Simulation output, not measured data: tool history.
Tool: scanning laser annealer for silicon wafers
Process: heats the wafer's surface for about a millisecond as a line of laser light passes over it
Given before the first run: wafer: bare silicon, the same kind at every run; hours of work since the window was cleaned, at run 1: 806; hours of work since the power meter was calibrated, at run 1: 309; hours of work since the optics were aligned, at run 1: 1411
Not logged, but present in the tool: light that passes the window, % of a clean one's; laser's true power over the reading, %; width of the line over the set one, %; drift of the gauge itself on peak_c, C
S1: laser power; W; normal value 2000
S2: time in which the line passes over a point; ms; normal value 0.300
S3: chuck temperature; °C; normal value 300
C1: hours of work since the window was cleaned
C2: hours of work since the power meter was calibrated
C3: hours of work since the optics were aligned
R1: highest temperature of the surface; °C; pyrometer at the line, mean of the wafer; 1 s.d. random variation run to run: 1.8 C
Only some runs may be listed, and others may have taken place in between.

run   hour    S1     S2   S3   C1   C2    C3    R1
  1    0.0  2000  0.300  300  806  309  1411  1006
  2   22.2  2000  0.300  300  818  321  1423  1011
  3   64.0  2000  0.300  300  841  343  1446  1009
  4  109.1  2000  0.300  300  865  368  1471  1008
  5  147.7  2000  0.300  300  886  389  1492  1011
  6  181.5  2080  0.300  300  904  407  1510  1040
     197.9  -- window over the wafer cleaned
  7  212.2  2000  0.300  308    8  423  1526  1015
  8  248.1  1944  0.300  308   27  442  1545   992
  9  282.0  1944  0.300  308   46  461  1564   995
 10  319.5  1944  0.300  308   66  481  1584   995
 11  370.8  1944  0.300  308   94  509  1612   995
 12  416.4  1944  0.300  308  119  534  1636   995
 13  447.8  1986  0.300  300  136  551  1654  1005
 14  487.5  2074  0.230  337  157  572  1675   966
     517.6  -- optics aligned, line set to its width
 15  523.8  2074  0.230  337  174  589     3   974
 16  576.3  1826  0.223  318  203  618    32   857
 17  620.4  2029  0.289  303  227  642    56  1008
 18  643.8  1804  0.239  300  239  654    69   854
 19  687.5  2092  0.239  300  263  678    92   953
 20  739.8  2132  0.239  300  292  707   121   966
 21  790.2  2132  0.239  300  319  734   148   967

The next listed run, before its measurement:
 22  825.2  2139  0.300  274  338  753  167   ?

R1: 1037 °C
With no hidden state in the tool, this same run would have given R1 1037 °C.
